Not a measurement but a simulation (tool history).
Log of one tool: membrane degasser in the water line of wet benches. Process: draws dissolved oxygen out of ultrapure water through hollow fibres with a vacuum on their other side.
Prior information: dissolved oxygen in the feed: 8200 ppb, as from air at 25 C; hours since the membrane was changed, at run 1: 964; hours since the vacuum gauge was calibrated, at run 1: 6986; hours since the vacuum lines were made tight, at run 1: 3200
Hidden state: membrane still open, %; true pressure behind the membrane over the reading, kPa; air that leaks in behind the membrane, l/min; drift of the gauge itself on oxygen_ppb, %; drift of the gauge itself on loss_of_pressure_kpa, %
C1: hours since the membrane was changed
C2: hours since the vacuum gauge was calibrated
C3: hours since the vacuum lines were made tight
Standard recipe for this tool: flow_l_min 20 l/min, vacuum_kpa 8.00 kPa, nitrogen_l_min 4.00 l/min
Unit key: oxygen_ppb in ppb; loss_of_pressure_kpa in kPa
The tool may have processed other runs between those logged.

Run 1, day 0.000: usual settings; C1 964; C2 6986; C3 3200. Result: oxygen_ppb 60.0 ppb, loss_of_pressure_kpa 61.67 kPa.
Run 2, day 3.579: usual settings but nitrogen_l_min 4.64 l/min; C1 1050; C2 7072; C3 3286. Result: oxygen_ppb 52.5 ppb, loss_of_pressure_kpa 62.14 kPa.
Run 3, day 9.383: usual settings but flow_l_min 29 l/min, nitrogen_l_min 4.64 l/min; C1 1189; C2 7211; C3 3426. Result: oxygen_ppb 86.1 ppb, loss_of_pressure_kpa 89.73 kPa.
Run 4, day 14.408: usual settings but nitrogen_l_min 8.58 l/min; C1 1310; C2 7331; C3 3546. Result: oxygen_ppb 30.0 ppb, loss_of_pressure_kpa 61.35 kPa.
Run 5, day 19.567: usual settings but nitrogen_l_min 8.58 l/min; C1 1434; C2 7455; C3 3670. Result: oxygen_ppb 29.4 ppb, loss_of_pressure_kpa 61.87 kPa.
Run 6, day 22.050: usual settings but nitrogen_l_min 8.58 l/min; C1 1493; C2 7515; C3 3730. Result: oxygen_ppb 29.9 ppb, loss_of_pressure_kpa 61.49 kPa.
Run 7, day 27.696: usual settings but nitrogen_l_min 8.58 l/min; C1 1629; C2 7650; C3 3865. Result: oxygen_ppb 29.9 ppb, loss_of_pressure_kpa 61.58 kPa.
Run 8, day 33.146: usual settings but nitrogen_l_min 8.58 l/min; C1 1760; C2 7781; C3 3996. Result: oxygen_ppb 30.1 ppb, loss_of_pressure_kpa 61.65 kPa.
Run 9, day 37.796: usual settings but nitrogen_l_min 2.53 l/min; C1 1871; C2 7893; C3 4107. Result: oxygen_ppb 91.6 ppb, loss_of_pressure_kpa 61.25 kPa.
Run 10, day 40.362: usual settings but nitrogen_l_min 2.53 l/min; C1 1933; C2 7954; C3 4169. Result: oxygen_ppb 91.8 ppb, loss_of_pressure_kpa 61.45 kPa.
Run 11, day 43.317: usual settings but nitrogen_l_min 2.53 l/min; C1 2004; C2 8025; C3 4240. Result: oxygen_ppb 91.8 ppb, loss_of_pressure_kpa 61.57 kPa.
Run 12, day 47.179: usual settings; C1 2096; C2 8118; C3 4333. Result: oxygen_ppb 59.2 ppb, loss_of_pressure_kpa 60.98 kPa.
Run 13, day 50.625: usual settings but vacuum_kpa 4.94 kPa; C1 2179; C2 8201; C3 4415. Result: oxygen_ppb 23.8 ppb, loss_of_pressure_kpa 61.55 kPa.
Run 14, day 56.050: usual settings but vacuum_kpa 8.86 kPa; C1 2309; C2 8331; C3 4546. Result: oxygen_ppb 70.7 ppb, loss_of_pressure_kpa 61.49 kPa.
Run 15, day 60.071: usual settings but flow_l_min 31 l/min; C1 2406; C2 8427; C3 4642. Result: oxygen_ppb 108.4 ppb, loss_of_pressure_kpa 94.39 kPa.
Run 16, day 63.662: usual settings but flow_l_min 31 l/min; C1 2492; C2 8513; C3 4728. Result: oxygen_ppb 107.2 ppb, loss_of_pressure_kpa 95.48 kPa.
Run 17, day 66.612: usual settings; C1 2563; C2 8584; C3 4799. Result: oxygen_ppb 60.6 ppb, loss_of_pressure_kpa 60.90 kPa.
At day 69.525: vacuum gauge calibrated.
Run 18, day 70.400: usual settings but vacuum_kpa 16.82 kPa, nitrogen_l_min 6.81 l/min; C1 2653; C2 21; C3 4889. Result: oxygen_ppb 98.5 ppb, loss_of_pressure_kpa 61.64 kPa.
Run 19, day 74.517: usual settings but vacuum_kpa 8.39 kPa, nitrogen_l_min 3.12 l/min; C1 2752; C2 120; C3 4988. Result: oxygen_ppb 82.7 ppb, loss_of_pressure_kpa 61.10 kPa.
Run 20, day 78.408: usual settings but flow_l_min 32 l/min; C1 2845; C2 213; C3 5082. Result: oxygen_ppb 111.2 ppb, loss_of_pressure_kpa 97.92 kPa.
Run 21, day 82.767: usual settings but vacuum_kpa 15.06 kPa, nitrogen_l_min 11.43 l/min; C1 2950; C2 318; C3 5186. Result: oxygen_ppb 53.2 ppb, loss_of_pressure_kpa 60.98 kPa.
Run 22, day 85.992: usual settings but flow_l_min 25 l/min; C1 3027; C2 395; C3 5264. Result: oxygen_ppb 79.0 ppb, loss_of_pressure_kpa 76.22 kPa.
Run 23, day 90.900: usual settings but flow_l_min 21 l/min, vacuum_kpa 14.65 kPa, nitrogen_l_min 4.79 l/min; C1 3145; C2 513; C3 5381. Result: oxygen_ppb 122.6 ppb, loss_of_pressure_kpa 63.98 kPa.
Run 24, day 96.308: usual settings but vacuum_kpa 5.53 kPa; C1 3275; C2 643; C3 5511. Result: oxygen_ppb 31.2 ppb, loss_of_pressure_kpa 60.58 kPa.
Run 25, day 102.162: usual settings but flow_l_min 26 l/min, vacuum_kpa 5.53 kPa, nitrogen_l_min 3.53 l/min; C1 3416; C2 783; C3 5652. Result: oxygen_ppb 49.2 ppb, loss_of_pressure_kpa 78.93 kPa.
At day 107.062: gauge calibrated.
Run 26, day 107.821: usual settings but flow_l_min 26 l/min, vacuum_kpa 5.53 kPa, nitrogen_l_min 3.53 l/min; C1 3551; C2 919; C3 5788. Result: oxygen_ppb 50.1 ppb, loss_of_pressure_kpa 80.30 kPa.
Run 27, day 113.479: usual settings but flow_l_min 14 l/min, vacuum_kpa 7.46 kPa, nitrogen_l_min 1.65 l/min; C1 3687; C2 1055; C3 5923. Result: oxygen_ppb 86.1 ppb, loss_of_pressure_kpa 43.25 kPa.
Run 28, day 119.108: usual settings but flow_l_min 17 l/min, vacuum_kpa 6.67 kPa, nitrogen_l_min 4.94 l/min; C1 3822; C2 1190; C3 6058. Result: oxygen_ppb 29.8 ppb, loss_of_pressure_kpa 52.52 kPa.
Run 29, day 121.621: usual settings but flow_l_min 13 l/min, vacuum_kpa 15.69 kPa, nitrogen_l_min 1.75 l/min; C1 3883; C2 1250; C3 6119. Result: oxygen_ppb 221.2 ppb, loss_of_pressure_kpa 40.39 kPa.
At day 125.896: seals of the vacuum lines changed.
Run 30, day 125.896: usual settings but flow_l_min 30 l/min, vacuum_kpa 12.77 kPa, nitrogen_l_min 2.06 l/min; C1 3983; C2 1351; C3 0. Result: oxygen_ppb 327.3 ppb, loss_of_pressure_kpa 93.18 kPa.
Run 31, day 128.821: usual settings but flow_l_min 16 l/min, vacuum_kpa 14.58 kPa, nitrogen_l_min 4.23 l/min; C1 4053; C2 1421; C3 70. Result: oxygen_ppb 104.5 ppb, loss_of_pressure_kpa 49.51 kPa.
Run 32, day 133.821: usual settings but vacuum_kpa 16.59 kPa, nitrogen_l_min 11.25 l/min; C1 4173; C2 1541; C3 190. Result: oxygen_ppb 60.7 ppb, loss_of_pressure_kpa 61.41 kPa.
Run 33, day 138.333: usual settings but flow_l_min 22 l/min, nitrogen_l_min 10.83 l/min; C1 4282; C2 1649; C3 299. Result: oxygen_ppb 27.5 ppb, loss_of_pressure_kpa 67.81 kPa.

Subtracting, for every run, the result it would have given without the tool's unlogged condition from the measured result gives the following. The same run-to-run variation enters both numbers; the gauge's scatter may not:
run  loss_of_pressure_kpa
  1                 +0.01
  2                 -0.03
  3                 -0.14
  4                 -0.16
  5                 -0.23
  6                 -0.25
  7                 -0.33
  8                 -0.38
  9                 -0.44
 10                 -0.48
 11                 -0.51
 12                 -0.55
 13                 -0.60
 14                 -0.67
 15                 -1.09
 16                 -1.17
 17                 -0.79
 18                 -0.84
 19                 -0.88
 20                 -1.50
 21                 -0.98
 22                 -1.28
 23                 -1.14
 24                 -1.15
 25                 -1.59
 26                 +0.04
 27                 -0.02
 28                 -0.08
 29                 -0.09
 30                 -0.28
 31                 -0.17
 32                 -0.27
 33                 -0.36
oxygen_ppb: within 0.4 ppb of the measured result in every run.
